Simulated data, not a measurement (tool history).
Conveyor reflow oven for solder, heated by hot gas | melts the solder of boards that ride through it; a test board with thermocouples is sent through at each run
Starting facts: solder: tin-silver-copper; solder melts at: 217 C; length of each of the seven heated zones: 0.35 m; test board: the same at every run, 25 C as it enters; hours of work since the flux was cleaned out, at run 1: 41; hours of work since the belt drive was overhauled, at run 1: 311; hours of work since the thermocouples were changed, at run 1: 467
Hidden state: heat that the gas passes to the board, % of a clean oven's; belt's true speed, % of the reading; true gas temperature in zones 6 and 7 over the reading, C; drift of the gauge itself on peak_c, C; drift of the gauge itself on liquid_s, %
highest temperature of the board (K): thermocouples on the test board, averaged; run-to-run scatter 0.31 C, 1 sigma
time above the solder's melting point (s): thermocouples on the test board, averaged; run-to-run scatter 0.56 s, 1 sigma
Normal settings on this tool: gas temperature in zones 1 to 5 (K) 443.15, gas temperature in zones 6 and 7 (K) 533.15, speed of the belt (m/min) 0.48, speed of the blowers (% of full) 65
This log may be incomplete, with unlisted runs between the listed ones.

| run | hour | gas temperature in zones 1 to 5 (K) | gas temperature in zones 6 and 7 (K) | speed of the belt (m/min) | speed of the blowers (% of full) | hours of work since the flux was cleaned out | hours of work since the belt drive was overhauled | hours of work since the thermocouples were changed | highest temperature of the board (K) | time above the solder's melting point (s) |
|---|---|---|---|---|---|---|---|---|---|---|
| 1 | 0 | 443.15 | 533.15 | 0.48 | 65 | 41 | 311 | 467 | 510.85 | 46.5 |
| 2 | 9.4 | 443.15 | 533.15 | 0.415 | 65 | 48 | 318 | 474 | 516.25 | 63.6 |
| 3 | 22.7 | 443.15 | 529.15 | 0.415 | 65 | 58 | 328 | 484 | 512.45 | 58.4 |
| 4 | 34.6 | 443.15 | 529.15 | 0.415 | 65 | 67 | 338 | 493 | 512.85 | 57.6 |
| 5 | 42.1 | 443.15 | 529.15 | 0.415 | 65 | 73 | 343 | 499 | 512.75 | 58.3 |
| 6 | 49.9 | 443.15 | 533.15 | 0.48 | 65 | 79 | 349 | 505 | 510.75 | 46.4 |
| 7 | 58.6 | 443.15 | 533.15 | 0.48 | 65 | 86 | 356 | 511 | 510.15 | 45.3 |
| 8 | 65.2 | 443.15 | 533.15 | 0.54 | 65 | 91 | 361 | 517 | 505.65 | 33 |
| 9 | 71.7 | 443.15 | 533.15 | 0.48 | 65 | 96 | 366 | 521 | 510.25 | 45.3 |
| 10 | 86.2 | 443.15 | 533.15 | 0.48 | 65 | 107 | 377 | 533 | 509.95 | 45.3 |
| 11 | 95.5 | 443.15 | 533.15 | 0.48 | 65 | 114 | 384 | 540 | 510.55 | 44.5 |
| 12 | 108.8 | 443.15 | 533.15 | 0.48 | 65 | 124 | 394 | 550 | 510.35 | 44.8 |
| 13 | 115.4 | 443.15 | 533.15 | 0.48 | 65 | 129 | 399 | 555 | 510.25 | 45.4 |
|  | 121.3 | flux residue cleaned out of gas plates and filters |
| 14 | 127.5 | 443.15 | 533.15 | 0.48 | 65 | 5 | 405 | 560 | 508.85 | 43.2 |
| 15 | 141.5 | 443.15 | 533.15 | 0.394 | 65 | 15 | 415 | 571 | 516.15 | 67 |
| 16 | 155.4 | 443.15 | 533.15 | 0.394 | 65 | 26 | 426 | 581 | 516.05 | 67.8 |
|  | 167.8 | flux residue cleaned out of gas plates and filters, once more |
| 17 | 171.3 | 443.15 | 533.15 | 0.394 | 65 | 3 | 434 | 590 | 518.45 | 71.5 |
| 18 | 183.4 | 443.15 | 543.15 | 0.394 | 71 | 12 | 443 | 599 | 528.75 | 83.2 |
| 19 | 193.4 | 443.15 | 543.15 | 0.394 | 71 | 19 | 451 | 607 | 529.25 | 82.4 |
| 20 | 201.1 | 446.15 | 544.15 | 0.422 | 79 | 25 | 457 | 612 | 530.15 | 79.4 |
| 21 | 207.9 | 430.15 | 527.15 | 0.422 | 79 | 31 | 462 | 618 | 513.15 | 55 |
| 22 | 220.7 | 430.15 | 527.15 | 0.422 | 79 | 40 | 472 | 627 | 512.75 | 55.3 |
| 23 | 229.4 | 430.15 | 527.15 | 0.518 | 73 | 47 | 478 | 634 | 504.15 | 29.2 |
| 24 | 238.3 | 454.15 | 544.15 | 0.48 | 65 | 54 | 485 | 641 | 522.55 | 64.5 |
| 25 | 252 | 454.15 | 544.15 | 0.48 | 65 | 64 | 496 | 651 | 522.55 | 64.7 |
| 26 | 266 | 443.15 | 533.15 | 0.48 | 52 | 75 | 506 | 662 | 504.55 | 33.9 |
| 27 | 272.3 | 443.15 | 533.15 | 0.48 | 52 | 80 | 511 | 667 | 504.25 | 33.2 |
| 28 | 282.7 | 443.15 | 533.15 | 0.48 | 52 | 88 | 519 | 675 | 504.85 | 33.8 |
| 29 | 290 | 443.15 | 521.15 | 0.48 | 52 | 93 | 525 | 680 | 495.25 | 16.5 |
| 30 | 297.5 | 438.15 | 527.15 | 0.487 | 61 | 99 | 530 | 686 | 503.05 | 30.8 |
| 31 | 303.4 | 443.15 | 533.15 | 0.552 | 65 | 103 | 535 | 691 | 505.25 | 31.1 |
| 32 | 312.3 | 443.15 | 533.15 | 0.552 | 65 | 110 | 542 | 697 | 504.95 | 31.3 |

Hidden condition of the tool, last listed run before each entry between runs versus first listed run after:
After run 13, before run 14: flux residue cleaned out of gas plates and filters (hour 121.3)
  heat that the gas passes to the board, % of a clean oven's: 95.4 -> 92.3; belt's true speed, % of the reading: 99.05 -> 99.04; true gas temperature in zones 6 and 7 over the reading, C: 1.28 -> 1.3
  measured value less the no-hidden-state value, highest temperature of the board (K): +0 -> -1; time above the solder's melting point (s): +0 -> -1.7
After run 16, before run 17: flux residue cleaned out of gas plates and filters, once more (hour 167.8)
  heat that the gas passes to the board, % of a clean oven's: 91.7 -> 99.8; belt's true speed, % of the reading: 99 -> 98.98; true gas temperature in zones 6 and 7 over the reading, C: 1.35 -> 1.38
  measured value less the no-hidden-state value, highest temperature of the board (K): -0.6 -> +1.4; time above the solder's melting point (s): -1 -> +2.6
